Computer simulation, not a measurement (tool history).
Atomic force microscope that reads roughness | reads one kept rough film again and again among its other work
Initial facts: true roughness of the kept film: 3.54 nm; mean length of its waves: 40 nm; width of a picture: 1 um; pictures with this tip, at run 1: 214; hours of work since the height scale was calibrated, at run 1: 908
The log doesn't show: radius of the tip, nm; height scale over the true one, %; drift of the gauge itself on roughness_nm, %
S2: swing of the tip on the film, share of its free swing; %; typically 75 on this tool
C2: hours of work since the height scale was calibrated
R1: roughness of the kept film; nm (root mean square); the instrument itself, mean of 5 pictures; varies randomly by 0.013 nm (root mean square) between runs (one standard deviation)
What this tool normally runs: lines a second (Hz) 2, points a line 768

Run 1, hour 0: usual settings; pictures with this tip 214; C2 908. Result: R1 2.965 nm (root mean square).
At hour 19.6: new tip fitted.
Run 2, hour 31.1: usual settings but S2 67 %; pictures with this tip 25; C2 929. Result: R1 3.23 nm (root mean square).
Run 3, hour 55.6: usual settings but S2 67 %; pictures with this tip 77; C2 945. Result: R1 3.184 nm (root mean square).
Run 4, hour 83.5: usual settings but S2 67 %; pictures with this tip 137; C2 964. Result: R1 3.138 nm (root mean square).
Run 5, hour 120.9: usual settings; pictures with this tip 217; C2 989. Result: R1 3.012 nm (root mean square).
At hour 138.7: new tip fitted.
Run 6, hour 147.5: usual settings; pictures with this tip 19; C2 1006. Result: R1 3.17 nm (root mean square).
Run 7, hour 177.6: usual settings; pictures with this tip 83; C2 1026. Result: R1 3.137 nm (root mean square).
Run 8, hour 222: usual settings; pictures with this tip 178; C2 1056. Result: R1 3.039 nm (root mean square).
Run 9, hour 243.3: usual settings; pictures with this tip 224; C2 1070. Result: R1 2.988 nm (root mean square).
At hour 258: new tip fitted.
Run 10, hour 274.5: usual settings; pictures with this tip 35; C2 1091. Result: R1 3.193 nm (root mean square).
Run 11, hour 303.3: usual settings; pictures with this tip 97; C2 1110. Result: R1 3.139 nm (root mean square).
Run 12, hour 337.4: usual settings; pictures with this tip 170; C2 1133. Result: R1 3.049 nm (root mean square).
Run 13, hour 357.8: usual settings but S2 60 %; pictures with this tip 214; C2 1146. Result: R1 3.084 nm (root mean square).
At hour 378.5: new tip fitted.
Run 14, hour 385.1: usual settings but S2 60 %; pictures with this tip 14; C2 1164. Result: R1 3.279 nm (root mean square).
Run 15, hour 427.9: usual settings but S2 60 %; pictures with this tip 105; C2 1193. Result: R1 3.204 nm (root mean square).
Run 16, hour 456.4: usual settings but S2 60 %; pictures with this tip 166; C2 1212. Result: R1 3.134 nm (root mean square).
At hour 498.2: new tip fitted.
Run 17, hour 500.3: usual settings but lines a second (Hz) 1.16; pictures with this tip 4; C2 1241. Result: R1 3.284 nm (root mean square).
Run 18, hour 526.5: usual settings but lines a second (Hz) 1.16; pictures with this tip 60; C2 1258. Result: R1 3.213 nm (root mean square).
Run 19, hour 558: usual settings but lines a second (Hz) 2.53, S2 79 %, points a line 902; pictures with this tip 128; C2 1279. Result: R1 3.024 nm (root mean square).
Run 20, hour 582.7: usual settings but lines a second (Hz) 1.44, S2 69 %, points a line 902; pictures with this tip 181; C2 1296. Result: R1 3.135 nm (root mean square).
Run 21, hour 613: usual settings but lines a second (Hz) 0.51, S2 74 %, points a line 565; pictures with this tip 245; C2 1316. Result: R1 3.126 nm (root mean square).
At hour 617.5: new tip fitted.
Run 22, hour 652.8: usual settings but lines a second (Hz) 1.58, S2 89 %, points a line 273; pictures with this tip 75; C2 1342. Result: R1 3.082 nm (root mean square).
Run 23, hour 671.6: usual settings but lines a second (Hz) 1.58, S2 89 %, points a line 273; pictures with this tip 116; C2 1355. Result: R1 3.021 nm (root mean square).
Run 24, hour 712.4: usual settings but lines a second (Hz) 1.58, S2 89 %, points a line 273; pictures with this tip 203; C2 1382. Result: R1 2.97 nm (root mean square).
At hour 734.8: new tip fitted.
Run 25, hour 734.8: usual settings but lines a second (Hz) 1.08, S2 83 %, points a line 273; pictures with this tip 0; C2 1397. Result: R1 3.215 nm (root mean square).
Run 26, hour 770.8: usual settings but lines a second (Hz) 1.08, S2 83 %, points a line 273; pictures with this tip 77; C2 1421. Result: R1 3.158 nm (root mean square).
Run 27, hour 798: usual settings but lines a second (Hz) 1.08, S2 83 %, points a line 273; pictures with this tip 135; C2 1439. Result: R1 3.092 nm (root mean square).
Run 28, hour 825: usual settings but lines a second (Hz) 2.12, S2 59 %, points a line 571; pictures with this tip 193; C2 1457. Result: R1 3.139 nm (root mean square).
At hour 853.9: new tip fitted.
Run 29, hour 860.9: usual settings but lines a second (Hz) 1.87, S2 60 %, points a line 322; pictures with this tip 15; C2 1481. Result: R1 3.265 nm (root mean square).
Run 30, hour 895: usual settings but points a line 502; pictures with this tip 88; C2 1504. Result: R1 3.134 nm (root mean square).
Run 31, hour 918.9: usual settings but lines a second (Hz) 2.19, S2 84 %, points a line 266; pictures with this tip 139; C2 1519. Result: R1 2.995 nm (root mean square).
Run 32, hour 961.8: usual settings but lines a second (Hz) 2.19, S2 84 %, points a line 266; pictures with this tip 231; C2 1548. Result: R1 2.927 nm (root mean square).
At hour 971.8: new tip fitted.
Run 33, hour 989.2: usual settings but lines a second (Hz) 2.19, S2 84 %, points a line 266; pictures with this tip 37; C2 1566. Result: R1 3.059 nm (root mean square).
Run 34, hour 1016.3: usual settings but lines a second (Hz) 2.19, S2 86 %, points a line 621; pictures with this tip 95; C2 1584. Result: R1 3.023 nm (root mean square).
Run 35, hour 1049.9: usual settings but lines a second (Hz) 0.59, S2 85 %; pictures with this tip 167; C2 1607. Result: R1 3.157 nm (root mean square).

5 ways to go on from here, each from the tool as it stands after run 35. What would each give?
Run A, hour 1069: usual settings but lines a second (Hz) 0.83, points a line 931; pictures with this tip 207; C2 1619. Result: R1 ?.
Run B, hour 1069: usual settings but S2 67 %; pictures with this tip 207; C2 1619. Result: R1 ?.
Run C, hour 1069: usual settings but lines a second (Hz) 0.95, S2 61 %, points a line 871; pictures with this tip 207; C2 1619. Result: R1 ?.
Run D, hour 1069: usual settings but lines a second (Hz) 1.58, S2 84 %, points a line 468; pictures with this tip 207; C2 1619. Result: R1 ?.
Run E, hour 1069: usual settings but lines a second (Hz) 3.51, S2 81 %, points a line 347; pictures with this tip 207; C2 1619. Result: R1 ?.

run     R1
  A  3.116
  B  3.119
  C  3.175
  D  3.004
  E  2.845
With no hidden state in the tool, these same runs would have given:
run     R1
  A  3.264
  B  3.267
  C  3.326
  D  3.146
  E   2.98
